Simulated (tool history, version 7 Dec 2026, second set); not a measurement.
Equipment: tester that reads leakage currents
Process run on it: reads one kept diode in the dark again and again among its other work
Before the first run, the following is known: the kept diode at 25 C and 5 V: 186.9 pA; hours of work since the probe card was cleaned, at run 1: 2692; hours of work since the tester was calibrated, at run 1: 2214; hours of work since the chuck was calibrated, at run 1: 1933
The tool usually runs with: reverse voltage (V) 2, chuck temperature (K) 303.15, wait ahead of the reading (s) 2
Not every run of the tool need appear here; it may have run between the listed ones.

| run | day | reverse voltage (V) | chuck temperature (K) | wait ahead of the reading (s) | hours of work since the probe card was cleaned | hours of work since the tester was calibrated | hours of work since the chuck was calibrated | current that the tester gives (pA) |
|---|---|---|---|---|---|---|---|---|
| 1 | 0 | 2 | 303.15 | 2 | 2692 | 2214 | 1933 | 196.63 |
| 2 | 9.525 | 2 | 303.15 | 2 | 2848 | 2370 | 2088 | 197.72 |
| 3 | 16.167 | 2 | 303.15 | 2 | 2957 | 2478 | 2197 | 200.22 |
| 4 | 25.171 | 2 | 320.15 | 2 | 3104 | 2625 | 2344 | 653.46 |
|  | 28.096 | chuck's temperature calibrated |
| 5 | 34.175 | 2 | 320.15 | 2 | 3250 | 2771 | 99 | 606.41 |
| 6 | 44.392 | 2 | 303.15 | 2 | 3417 | 2938 | 266 | 189.05 |
| 7 | 55.404 | 2 | 303.15 | 2 | 3597 | 3118 | 446 | 190.44 |
| 8 | 63.821 | 2 | 303.15 | 2 | 3734 | 3256 | 584 | 192.41 |
| 9 | 73.112 | 2 | 303.15 | 1.04 | 3886 | 3408 | 736 | 193.66 |
|  | 74.217 | probe card cleaned and baked |
| 10 | 85.325 | 2 | 303.15 | 1.04 | 182 | 3605 | 933 | 198.43 |
| 11 | 92.367 | 2 | 303.15 | 1.04 | 297 | 3720 | 1048 | 199.46 |
| 12 | 99.817 | 3.2 | 330.15 | 1.51 | 418 | 3842 | 1170 | 1518.04 |
| 13 | 110.238 | 8.5 | 330.15 | 2.73 | 589 | 4012 | 1340 | 2414.76 |
| 14 | 122.238 | 2 | 314.15 | 9.04 | 785 | 4208 | 1537 | 439.46 |
|  | 129.629 | probe card cleaned and baked, once more |
| 15 | 131.25 | 2 | 316.15 | 9.04 | 27 | 4354 | 1682 | 496.24 |
| 16 | 137.038 | 2.14 | 303.15 | 2.19 | 121 | 4448 | 1776 | 206.77 |
|  | 137.925 | tester calibrated |
| 17 | 142.188 | 1.87 | 320.15 | 0.82 | 204 | 70 | 1859 | 627.68 |
| 18 | 148.45 | 1.87 | 320.15 | 0.82 | 306 | 172 | 1962 | 632.92 |
| 19 | 158.967 | 16.89 | 302.15 | 3.54 | 478 | 344 | 2133 | 508.78 |
| 20 | 171.358 | 16.89 | 302.15 | 3.54 | 681 | 546 | 2336 | 514.5 |

Each row is a separate what-if for the run after 20, all from the same tool condition, not one after another. Results?
|  | 174.692 | chuck's temperature calibrated |
| A | 176.575 | 16.89 | 297.15 | 0.41 | 765 | 630 | 31 | ? |
|  | 174.692 | chuck's temperature calibrated |
| B | 176.575 | 1.79 | 297.15 | 0.58 | 765 | 630 | 31 | ? |
|  | 174.692 | chuck's temperature calibrated |
| C | 176.575 | 2 | 312.15 | 9.14 | 765 | 630 | 31 | ? |

| run | current that the tester gives (pA) |
|---|---|
| A | 315.72 |
| B | 108.84 |
| C | 341.18 |
Had the tool no hidden state, the same runs would have come out as:
| run | current that the tester gives (pA) |
|---|---|
| A | 308.6 |
| B | 107.96 |
| C | 339.91 |

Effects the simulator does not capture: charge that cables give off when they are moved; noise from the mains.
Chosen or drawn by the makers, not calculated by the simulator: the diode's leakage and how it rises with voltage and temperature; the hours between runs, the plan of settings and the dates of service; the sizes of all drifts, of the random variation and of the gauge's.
